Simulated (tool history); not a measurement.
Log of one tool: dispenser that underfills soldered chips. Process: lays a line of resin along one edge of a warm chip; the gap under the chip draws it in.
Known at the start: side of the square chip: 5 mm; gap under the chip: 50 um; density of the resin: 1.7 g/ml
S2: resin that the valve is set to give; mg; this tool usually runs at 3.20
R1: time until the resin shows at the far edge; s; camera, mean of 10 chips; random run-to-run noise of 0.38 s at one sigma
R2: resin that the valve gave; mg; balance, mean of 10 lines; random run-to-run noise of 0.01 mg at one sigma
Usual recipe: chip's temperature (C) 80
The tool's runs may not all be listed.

{"run": 1, "hour": 0.0, "chip's temperature (C)": 80, "S2": 3.2, "R1": 25.2, "R2": 3.14}
{"run": 2, "hour": 6.9, "chip's temperature (C)": 80, "S2": 3.2, "R1": 30.1, "R2": 3.12}
{"hour": 16.0, "done": "new syringe of resin"}
{"run": 3, "hour": 22.5, "chip's temperature (C)": 80, "S2": 3.2, "R1": 28.9, "R2": 3.12}
{"run": 4, "hour": 30.9, "chip's temperature (C)": 91, "S2": 3.2, "R1": 24.9, "R2": 3.1}
{"hour": 32.2, "done": "new syringe of resin"}
{"hour": 48.1, "done": "new syringe of resin"}
{"run": 5, "hour": 48.5, "chip's temperature (C)": 91, "S2": 3.2, "R1": 17.3, "R2": 3.09}
{"run": 6, "hour": 63.4, "chip's temperature (C)": 78, "S2": 2.78, "R1": 42.1, "R2": 2.68}
{"hour": 65.1, "done": "new syringe of resin"}
{"hour": 71.5, "done": "dispensing valve cleaned and set on the balance"}
{"run": 7, "hour": 80.9, "chip's temperature (C)": 78, "S2": 3.56, "R1": 38.6, "R2": 3.56}
{"hour": 82.3, "done": "new syringe of resin"}
{"run": 8, "hour": 94.1, "chip's temperature (C)": 80, "S2": 2.98, "R1": 34.0, "R2": 2.96}
{"hour": 98.7, "done": "new syringe of resin"}
{"run": 9, "hour": 108.3, "chip's temperature (C)": 80, "S2": 3.35, "R1": 32.5, "R2": 3.3}
{"hour": 114.9, "done": "new syringe of resin"}
{"run": 10, "hour": 123.4, "chip's temperature (C)": 90, "S2": 3.75, "R1": 21.6, "R2": 3.68}

Below are 3 alternative next runs, each starting from the tool's condition after run 10. Predict each:
{"hour": 130.9, "done": "new syringe of resin"}
{"run": "A", "hour": 133.4, "chip's temperature (C)": 67, "S2": 3.75, "R1": "?", "R2": "?"}
{"hour": 130.9, "done": "new syringe of resin"}
{"run": "B", "hour": 133.4, "chip's temperature (C)": 80, "S2": 3.85, "R1": "?", "R2": "?"}
{"hour": 130.9, "done": "new syringe of resin"}
{"run": "C", "hour": 133.4, "chip's temperature (C)": 67, "S2": 3.2, "R1": "?", "R2": "?"}

run=A R1=42.0 R2=3.66
run=B R1=25.8 R2=3.78
run=C R1=43.3 R2=3.12
Without the tool's hidden state the same runs would have given:
run=A R1=38.0 R2=3.74
run=B R1=23.4 R2=3.86
run=C R1=39.2 R2=3.19
